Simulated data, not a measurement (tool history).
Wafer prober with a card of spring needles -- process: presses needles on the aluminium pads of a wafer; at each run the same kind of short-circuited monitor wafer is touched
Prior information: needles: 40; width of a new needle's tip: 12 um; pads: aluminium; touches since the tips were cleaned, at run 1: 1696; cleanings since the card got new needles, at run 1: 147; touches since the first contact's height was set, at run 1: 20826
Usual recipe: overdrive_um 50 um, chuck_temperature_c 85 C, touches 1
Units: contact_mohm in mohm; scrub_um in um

run,hour,overdrive_um,chuck_temperature_c,touches,touches since the tips were cleaned,cleanings since the card got new needles,touches since the first contact's height was set,contact_mohm,scrub_um
1,0,50,85,1,1696,147,20826,193,12.03
# hour 4.7: tips cleaned on abrasive film
# hour 14: tips cleaned on abrasive film
# hour 23.2: tips cleaned on abrasive film
# hour 32.5: tips cleaned on abrasive film
# hour 44.1: tips cleaned on abrasive film
# hour 54.9: tips cleaned on abrasive film
2,54.9,45,85,1,0,153,38923,149,10.76
# hour 64.2: tips cleaned on abrasive film
# hour 75.7: tips cleaned on abrasive film
# hour 87.3: tips cleaned on abrasive film
# hour 96.6: tips cleaned on abrasive film
# hour 108.2: tips cleaned on abrasive film
3,115.2,45,85,1,2334,158,58856,231,10.77
# hour 117.6: tips cleaned on abrasive film
# hour 129.2: tips cleaned on abrasive film
# hour 140.7: tips cleaned on abrasive film
# hour 150.2: tips cleaned on abrasive film
4,150.2,50,85,1,0,162,70386,147,11.86
# hour 159.5: tips cleaned on abrasive film
# hour 168.7: tips cleaned on abrasive film
5,176,50,85,1,2408,164,78920,212,11.79
# hour 178.4: tips cleaned on abrasive film
# hour 189.9: tips cleaned on abrasive film
# hour 199.2: tips cleaned on abrasive film
# hour 208.5: tips cleaned on abrasive film
6,217.3,50,85,1,2935,168,92567,226,11.77
# hour 219.7: tips cleaned on abrasive film
# hour 229: tips cleaned on abrasive film
# hour 238.3: tips cleaned on abrasive film
7,247.1,32,53,2,2962,171,102416,258,7.41
# hour 249.5: tips cleaned on abrasive film
# hour 261.1: tips cleaned on abrasive film
# hour 272.7: tips cleaned on abrasive film
# hour 283.5: tips cleaned on abrasive film
8,283.5,62,70,1,0,175,114395,140,14.59
# hour 295: tips cleaned on abrasive film
# hour 304.3: tips cleaned on abrasive film
# hour 315.9: tips cleaned on abrasive film
# hour 325.2: tips cleaned on abrasive film
9,327.7,62,70,1,853,179,129021,157,14.59
# hour 334.7: tips cleaned on abrasive film
# hour 346.3: tips cleaned on abrasive film
# hour 355.6: tips cleaned on abrasive film
10,360.6,55,85,1,1687,182,139888,192,12.89
# hour 365.3: tips cleaned on abrasive film
# hour 376.9: tips cleaned on abrasive film
# hour 386.2: tips cleaned on abrasive film
# hour 395.5: tips cleaned on abrasive film
11,403.8,55,53,2,2779,186,154143,181,12.73
# hour 406.2: tips cleaned on abrasive film
# hour 415.5: tips cleaned on abrasive film
# hour 424.8: tips cleaned on abrasive film
# hour 436.3: tips cleaned on abrasive film
# hour 447.9: tips cleaned on abrasive film
# hour 457.2: tips cleaned on abrasive film
12,459.4,55,53,2,747,192,172488,158,12.68

Each row is a separate what-if for the run after 12, all from the same tool condition, not one after another. Results?
# hour 468.7: tips cleaned on abrasive film
# hour 480.3: tips cleaned on abrasive film
# hour 489.6: tips cleaned on abrasive film
# hour 501.1: tips cleaned on abrasive film
A,504.4,60,84,2,1085,196,187347,?,?
# hour 468.7: tips cleaned on abrasive film
# hour 480.3: tips cleaned on abrasive film
# hour 489.6: tips cleaned on abrasive film
# hour 501.1: tips cleaned on abrasive film
B,504.4,55,53,2,1085,196,187347,?,?
# hour 468.7: tips cleaned on abrasive film
# hour 480.3: tips cleaned on abrasive film
# hour 489.6: tips cleaned on abrasive film
# hour 501.1: tips cleaned on abrasive film
C,504.4,32,62,1,1085,196,187347,?,?
# hour 468.7: tips cleaned on abrasive film
# hour 480.3: tips cleaned on abrasive film
# hour 489.6: tips cleaned on abrasive film
# hour 501.1: tips cleaned on abrasive film
D,504.4,50,92,1,1085,196,187347,?,?
# hour 468.7: tips cleaned on abrasive film
# hour 480.3: tips cleaned on abrasive film
# hour 489.6: tips cleaned on abrasive film
# hour 501.1: tips cleaned on abrasive film
E,504.4,43,67,3,1085,196,187347,?,?

run,contact_mohm,scrub_um
A,157,13.83
B,159,12.64
C,257,7.06
D,189,11.38
E,161,9.8
Without the tool's hidden state the same runs would have given:
run,contact_mohm,scrub_um
A,134,14.53
B,131,13.35
C,136,7.77
D,139,12.08
E,134,10.5
